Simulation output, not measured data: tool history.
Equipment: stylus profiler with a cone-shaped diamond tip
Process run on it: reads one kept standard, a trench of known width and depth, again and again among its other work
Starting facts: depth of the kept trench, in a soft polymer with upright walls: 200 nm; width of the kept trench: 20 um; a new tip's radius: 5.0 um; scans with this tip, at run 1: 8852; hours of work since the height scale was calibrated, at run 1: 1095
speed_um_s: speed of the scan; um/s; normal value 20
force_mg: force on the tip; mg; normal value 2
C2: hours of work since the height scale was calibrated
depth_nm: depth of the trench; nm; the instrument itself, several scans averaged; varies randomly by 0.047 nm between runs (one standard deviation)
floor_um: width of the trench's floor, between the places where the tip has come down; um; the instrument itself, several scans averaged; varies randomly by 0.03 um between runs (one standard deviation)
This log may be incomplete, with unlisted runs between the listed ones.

{"run": 1, "hour": 0.0, "speed_um_s": 20, "force_mg": 2, "scans with this tip": 8852, "C2": 1095, "depth_nm": 203.41, "floor_um": 15.57}
{"run": 2, "hour": 35.6, "speed_um_s": 68, "force_mg": 2, "scans with this tip": 9082, "C2": 1123, "depth_nm": 203.27, "floor_um": 15.46}
{"run": 3, "hour": 88.0, "speed_um_s": 68, "force_mg": 2, "scans with this tip": 9421, "C2": 1165, "depth_nm": 203.39, "floor_um": 15.4}
{"run": 4, "hour": 120.0, "speed_um_s": 54, "force_mg": 2, "scans with this tip": 9627, "C2": 1191, "depth_nm": 203.32, "floor_um": 15.36}
{"run": 5, "hour": 151.2, "speed_um_s": 54, "force_mg": 2, "scans with this tip": 9829, "C2": 1216, "depth_nm": 203.41, "floor_um": 15.38}
{"run": 6, "hour": 196.4, "speed_um_s": 54, "force_mg": 2, "scans with this tip": 10122, "C2": 1252, "depth_nm": 203.38, "floor_um": 15.31}
{"run": 7, "hour": 226.7, "speed_um_s": 20, "force_mg": 2, "scans with this tip": 10317, "C2": 1276, "depth_nm": 203.39, "floor_um": 15.41}
{"hour": 271.5, "done": "new tip fitted, height scale calibrated"}
{"run": 8, "hour": 277.6, "speed_um_s": 7, "force_mg": 2, "scans with this tip": 40, "C2": 5, "depth_nm": 202.69, "floor_um": 17.14}
{"run": 9, "hour": 300.0, "speed_um_s": 54, "force_mg": 1.02, "scans with this tip": 184, "C2": 23, "depth_nm": 201.7, "floor_um": 16.94}
{"run": 10, "hour": 342.4, "speed_um_s": 20, "force_mg": 1.34, "scans with this tip": 458, "C2": 57, "depth_nm": 202.11, "floor_um": 17.06}
{"run": 11, "hour": 365.4, "speed_um_s": 8, "force_mg": 5.16, "scans with this tip": 607, "C2": 75, "depth_nm": 205.13, "floor_um": 17.06}
{"hour": 368.1, "done": "height scale calibrated on a step standard"}
{"run": 12, "hour": 415.1, "speed_um_s": 42, "force_mg": 5.37, "scans with this tip": 926, "C2": 38, "depth_nm": 205.4, "floor_um": 16.96}
{"run": 13, "hour": 465.7, "speed_um_s": 22, "force_mg": 3.4, "scans with this tip": 1252, "C2": 78, "depth_nm": 204, "floor_um": 16.94}
{"run": 14, "hour": 490.3, "speed_um_s": 20, "force_mg": 1.01, "scans with this tip": 1411, "C2": 98, "depth_nm": 201.83, "floor_um": 16.82}
{"hour": 524.3, "done": "height scale calibrated on a step standard, once more"}
{"run": 15, "hour": 524.3, "speed_um_s": 20, "force_mg": 1.01, "scans with this tip": 1628, "C2": 0, "depth_nm": 201.68, "floor_um": 16.74}
{"run": 16, "hour": 558.4, "speed_um_s": 63, "force_mg": 1.18, "scans with this tip": 1849, "C2": 27, "depth_nm": 201.86, "floor_um": 16.56}

Some steps in depth_nm, run to run, broken into two amounts with sign: the step expected even without the hidden condition (settings, incoming material, random variation), and the rest, left for the hidden condition together with whatever gauge scatter is not in both the measured and the hidden-condition-free result:
Hidden state at play: radius of the tip, um; height scale over the true one, %; drift of the gauge itself on depth_nm, %; drift of the gauge itself on floor_um, %.
Run 7 -> 8: speed_um_s 20 -> 7, new tip fitted, height scale calibrated. depth_nm -0.7 nm: hidden state -0.65, all else -0.05.
Run 10 -> 11: speed_um_s 20 -> 8, force_mg 1.34 -> 5.16. depth_nm +3.02 nm: hidden state +0, all else +3.02.
